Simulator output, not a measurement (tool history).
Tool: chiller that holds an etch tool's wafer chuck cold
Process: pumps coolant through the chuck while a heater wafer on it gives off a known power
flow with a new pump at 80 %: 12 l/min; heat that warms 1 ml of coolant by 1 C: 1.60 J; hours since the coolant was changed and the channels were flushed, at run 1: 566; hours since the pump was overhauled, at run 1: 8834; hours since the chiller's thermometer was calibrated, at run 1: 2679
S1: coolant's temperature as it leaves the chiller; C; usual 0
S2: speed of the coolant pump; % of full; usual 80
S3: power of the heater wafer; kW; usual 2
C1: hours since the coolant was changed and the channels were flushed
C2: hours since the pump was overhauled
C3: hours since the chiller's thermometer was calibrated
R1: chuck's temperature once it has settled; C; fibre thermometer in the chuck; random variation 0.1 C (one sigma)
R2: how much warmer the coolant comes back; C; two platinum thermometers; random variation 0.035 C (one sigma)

| run | day | S1 | S2 | S3 | C1 | C2 | C3 | R1 | R2 |
|---|---|---|---|---|---|---|---|---|---|
| 1 | 0 | 0 | 80 | 2 | 566 | 8834 | 2679 | 21.7 | 6.23 |
| 2 | 7.829 | -9 | 80 | 2 | 754 | 9022 | 2867 | 12.6 | 6.19 |
| 3 | 16.558 | 0 | 80 | 2 | 964 | 9232 | 3076 | 21.8 | 6.28 |
| 4 | 22.525 | 0 | 80 | 2 | 1107 | 9375 | 3220 | 21.8 | 6.29 |
| 5 | 30.8 | 0 | 99 | 2 | 1305 | 9574 | 3418 | 18.5 | 4.9 |
| 6 | 38.188 | 0 | 99 | 2 | 1483 | 9751 | 3595 | 18.6 | 4.9 |
| 7 | 45.833 | 0 | 84 | 2 | 1666 | 9934 | 3779 | 21 | 5.92 |
| 8 | 53.654 | 6 | 80 | 2 | 1854 | 10122 | 3967 | 27.7 | 6.29 |
|  | 63.058 | coolant pump overhauled |
| 9 | 63.058 | 6 | 80 | 2 | 2074 | 0 | 4187 | 27.8 | 6.28 |
| 10 | 67.5 | 5 | 80 | 2 | 2181 | 107 | 4294 | 26.9 | 6.28 |
| 11 | 72.012 | 5 | 80 | 2 | 2289 | 215 | 4402 | 26.8 | 6.26 |
| 12 | 77.096 | 5 | 80 | 2 | 2411 | 337 | 4524 | 26.7 | 6.22 |
| 13 | 86.542 | 5 | 80 | 2 | 2638 | 564 | 4751 | 26.6 | 6.18 |
| 14 | 94.388 | 5 | 96 | 2 | 2826 | 752 | 4939 | 23.9 | 5.09 |
| 15 | 100.538 | 5 | 96 | 2 | 2974 | 900 | 5087 | 23.8 | 5.06 |
| 16 | 107.671 | 5 | 80 | 2 | 3145 | 1071 | 5258 | 26.8 | 6.31 |
|  | 115.154 | chiller's thermometer calibrated |
| 17 | 117.15 | -5 | 93 | 1.451 | 3372 | 1297 | 48 | 9.1 | 3.8 |
| 18 | 124.775 | -5 | 93 | 1.451 | 3555 | 1480 | 231 | 9.1 | 3.83 |
| 19 | 132.542 | -5 | 93 | 1.451 | 3741 | 1667 | 417 | 9.1 | 3.81 |
| 20 | 142.221 | -5 | 93 | 1.451 | 3973 | 1899 | 650 | 9.2 | 3.82 |
| 21 | 151.642 | -6 | 85 | 1.451 | 4199 | 2125 | 876 | 9.1 | 4.2 |
| 22 | 156.517 | -10 | 67 | 2 | 4317 | 2242 | 993 | 14.7 | 7.68 |
| 23 | 163.238 | -2 | 72 | 2.106 | 4478 | 2403 | 1154 | 22.5 | 7.38 |
| 24 | 169.196 | -2 | 72 | 2.106 | 4621 | 2546 | 1297 | 22.7 | 7.39 |
|  | 171.812 | coolant changed, channels flushed |
| 25 | 174.967 | -8 | 86 | 1.343 | 76 | 2679 | 1430 | 5.8 | 3.89 |
| 26 | 182.829 | -8 | 86 | 1.343 | 264 | 2867 | 1618 | 5.7 | 3.87 |
| 27 | 189.658 | -8 | 70 | 2.155 | 428 | 3031 | 1782 | 17.7 | 7.8 |
| 28 | 197.738 | -8 | 70 | 2.155 | 622 | 3225 | 1976 | 17.7 | 7.8 |
| 29 | 204.233 | -8 | 70 | 1.061 | 778 | 3381 | 2132 | 4.8 | 3.83 |
| 30 | 212.592 | -8 | 70 | 1.061 | 979 | 3582 | 2333 | 4.6 | 3.86 |
| 31 | 220.646 | 0 | 80 | 2.331 | 1172 | 3775 | 2526 | 25.1 | 7.38 |

Forecast each of these 3 alternatives for the next run:
| A | 226.738 | 0 | 98 | 2.764 | 1318 | 3921 | 2672 | ? | ? |
| B | 226.738 | 0 | 95 | 2.331 | 1318 | 3921 | 2672 | ? | ? |
| C | 226.738 | 0 | 98 | 1.048 | 1318 | 3921 | 2672 | ? | ? |

| run | R1 | R2 |
|---|---|---|
| A | 25.9 | 6.8 |
| B | 22.3 | 5.99 |
| C | 9.9 | 2.55 |
Without the tool's hidden state the same runs would have given:
| run | R1 | R2 |
|---|---|---|
| A | 25.9 | 6.79 |
| B | 22.3 | 5.99 |
| C | 9.9 | 2.55 |
